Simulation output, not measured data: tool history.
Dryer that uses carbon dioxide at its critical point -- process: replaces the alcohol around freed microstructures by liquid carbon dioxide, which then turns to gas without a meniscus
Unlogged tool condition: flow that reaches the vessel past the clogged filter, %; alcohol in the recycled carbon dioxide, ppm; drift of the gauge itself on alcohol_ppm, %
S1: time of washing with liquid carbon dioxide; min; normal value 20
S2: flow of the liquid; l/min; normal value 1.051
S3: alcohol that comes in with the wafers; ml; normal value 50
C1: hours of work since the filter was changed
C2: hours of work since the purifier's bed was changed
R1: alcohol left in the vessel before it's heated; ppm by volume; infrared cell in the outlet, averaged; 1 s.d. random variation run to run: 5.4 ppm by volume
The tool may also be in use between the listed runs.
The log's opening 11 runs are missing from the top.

Run 12, hour 125.7: usual settings but S1 13 min, S2 1.600 l/min; C1 6; C2 157. Result: R1 141 ppm by volume.
Run 13, hour 138.6: usual settings but S1 13 min, S2 1.600 l/min; C1 15; C2 165. Result: R1 148 ppm by volume.
Run 14, hour 146.1: usual settings but S2 0.690 l/min; C1 20; C2 170. Result: R1 757 ppm by volume.
Run 15, hour 152.3: usual settings but S2 0.690 l/min; C1 24; C2 174. Result: R1 759 ppm by volume.
Run 16, hour 163.6: usual settings; C1 32; C2 182. Result: R1 169 ppm by volume.
Run 17, hour 178.1: usual settings; C1 41; C2 191. Result: R1 171 ppm by volume.
Run 18, hour 186.3: usual settings; C1 47; C2 197. Result: R1 177 ppm by volume.
Run 19, hour 193.4: usual settings; C1 51; C2 202. Result: R1 177 ppm by volume.
Run 20, hour 204.7: usual settings; C1 59; C2 209. Result: R1 172 ppm by volume.
Run 21, hour 219.5: usual settings; C1 69; C2 219. Result: R1 184 ppm by volume.
Run 22, hour 226.6: usual settings; C1 74; C2 224. Result: R1 173 ppm by volume.
Run 23, hour 240.2: usual settings; C1 83; C2 233. Result: R1 192 ppm by volume.
Run 24, hour 250.9: usual settings but S1 16 min, S2 1.350 l/min, S3 28 ml; C1 90; C2 240. Result: R1 95 ppm by volume.
Run 25, hour 265.5: usual settings but S1 16 min, S2 1.350 l/min, S3 28 ml; C1 99; C2 250. Result: R1 98 ppm by volume.
Run 26, hour 277.5: usual settings but S2 1.350 l/min, S3 40 ml; C1 107; C2 258. Result: R1 73 ppm by volume.
Run 27, hour 292.5: usual settings but S2 1.350 l/min, S3 40 ml; C1 117; C2 268. Result: R1 71 ppm by volume.
Run 28, hour 300.1: usual settings but S2 1.350 l/min, S3 40 ml; C1 122; C2 273. Result: R1 76 ppm by volume.
Run 29, hour 314.8: usual settings but S2 1.350 l/min, S3 40 ml; C1 132; C2 283. Result: R1 71 ppm by volume.
Run 30, hour 323.6: usual settings but S2 1.640 l/min, S3 20 ml; C1 138; C2 288. Result: R1 28 ppm by volume.
Run 31, hour 334.9: usual settings but S1 26 min, S2 1.190 l/min, S3 56 ml; C1 146; C2 296. Result: R1 59 ppm by volume.
Run 32, hour 341.2: usual settings but S1 30 min, S2 0.650 l/min, S3 95 ml; C1 150; C2 300. Result: R1 582 ppm by volume.
Run 33, hour 349.7: usual settings but S1 30 min, S2 1.290 l/min, S3 60 ml; C1 155; C2 306. Result: R1 35 ppm by volume.
Run 34, hour 360.2: usual settings but S1 14 min, S2 0.690 l/min, S3 48 ml; C1 162; C2 313. Result: R1 1881 ppm by volume.

Run 35 comes next. What will it give?
Run 35, hour 367.1: usual settings but S1 14 min, S2 0.670 l/min; C1 167; C2 317. Result: R1 ?.

{"run 35": {"R1": 2087}}
Had the tool carried no hidden state, the very same run would have given R1 1729 ppm by volume.
